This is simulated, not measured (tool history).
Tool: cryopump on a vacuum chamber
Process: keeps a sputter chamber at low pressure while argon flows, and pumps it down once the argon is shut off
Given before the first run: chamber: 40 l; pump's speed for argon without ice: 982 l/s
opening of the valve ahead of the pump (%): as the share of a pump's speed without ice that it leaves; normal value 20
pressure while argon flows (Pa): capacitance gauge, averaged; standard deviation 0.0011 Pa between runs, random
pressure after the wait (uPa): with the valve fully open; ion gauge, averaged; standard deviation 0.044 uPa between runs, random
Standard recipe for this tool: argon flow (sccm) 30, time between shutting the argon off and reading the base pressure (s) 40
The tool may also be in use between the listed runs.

| run | hour | argon flow (sccm) | time between shutting the argon off and reading the base pressure (s) | opening of the valve ahead of the pump (%) | pressure while argon flows (Pa) | pressure after the wait (uPa) |
|---|---|---|---|---|---|---|
| 1 | 0.0 | 30 | 40 | 20 | 0.2620 | 3.05 |
| 2 | 56.8 | 30 | 40 | 20 | 0.2654 | 3.06 |
| 3 | 94.2 | 30 | 40 | 20 | 0.2642 | 3.10 |
| 4 | 147.1 | 30 | 40 | 20 | 0.2652 | 3.17 |
| 5 | 185.0 | 30 | 40 | 20 | 0.2630 | 3.12 |
| 6 | 222.1 | 30 | 40 | 20 | 0.2646 | 3.12 |
| 7 | 293.9 | 30 | 40 | 20 | 0.2654 | 3.21 |
| 8 | 345.3 | 30 | 40 | 20 | 0.2652 | 3.25 |
| 9 | 401.0 | 30 | 40 | 20 | 0.2667 | 3.27 |
| 10 | 459.1 | 30 | 40 | 20 | 0.2656 | 3.35 |
| 11 | 513.9 | 30 | 40 | 20 | 0.2671 | 3.35 |
| 12 | 555.1 | 30 | 40 | 28 | 0.1925 | 3.32 |
| 13 | 595.2 | 30 | 26 | 20 | 0.2668 | 4.72 |
| 14 | 648.5 | 12 | 26 | 20 | 0.1068 | 4.62 |
| 15 | 689.3 | 12 | 26 | 20 | 0.1064 | 4.54 |
| 16 | 740.7 | 30 | 40 | 20 | 0.2679 | 3.32 |
| 17 | 801.4 | 30 | 40 | 20 | 0.2695 | 3.50 |
| 18 | 874.2 | 30 | 40 | 20 | 0.2675 | 3.44 |
| 19 | 916.0 | 46 | 25 | 37 | 0.2331 | 4.74 |
| 20 | 981.4 | 30 | 124 | 49 | 0.1180 | 1.88 |
| 21 | 1011.9 | 14 | 45 | 20 | 0.1249 | 3.27 |
| 22 | 1070.1 | 30 | 130 | 21 | 0.2569 | 1.92 |
| 23 | 1138.1 | 30 | 130 | 21 | 0.2596 | 1.81 |
| 24 | 1190.5 | 30 | 130 | 21 | 0.2593 | 1.92 |
| 25 | 1234.5 | 30 | 30 | 21 | 0.2602 | 4.29 |
| 26 | 1272.6 | 17 | 263 | 15 | 0.2029 | 1.59 |
| 27 | 1309.1 | 33 | 40 | 15 | 0.3930 | 3.57 |
| 28 | 1357.9 | 17 | 40 | 18 | 0.1709 | 3.58 |
| 29 | 1423.8 | 17 | 40 | 18 | 0.1711 | 3.63 |
|  | 1470.1 | leaking fittings of the chamber tightened, without venting |
| 30 | 1494.2 | 60 | 191 | 27 | 0.4141 | 0.92 |
|  | 1538.8 | pump warmed up, emptied and cooled again |
| 31 | 1538.8 | 12 | 50 | 30 | 0.0692 | 2.17 |
| 32 | 1590.3 | 30 | 45 | 59 | 0.0885 | 2.44 |
| 33 | 1655.8 | 36 | 28 | 21 | 0.2968 | 3.71 |
| 34 | 1688.9 | 36 | 28 | 21 | 0.2979 | 3.77 |
| 35 | 1741.7 | 36 | 28 | 21 | 0.2969 | 3.83 |

Forecast each of these 3 alternatives for the next run:
| A | 1777.3 | 43 | 28 | 15 | ? | ? |
| B | 1777.3 | 38 | 28 | 21 | ? | ? |
| C | 1777.3 | 39 | 28 | 27 | ? | ? |

| run | pressure while argon flows (Pa) | pressure after the wait (uPa) |
|---|---|---|
| A | 0.4972 | 3.81 |
| B | 0.3159 | 3.73 |
| C | 0.2531 | 3.78 |
Without the tool's unlogged condition, the same runs would have read:
| run | pressure while argon flows (Pa) | pressure after the wait (uPa) |
|---|---|---|
| A | 0.4938 | 3.71 |
| B | 0.3129 | 3.64 |
| C | 0.2499 | 3.68 |
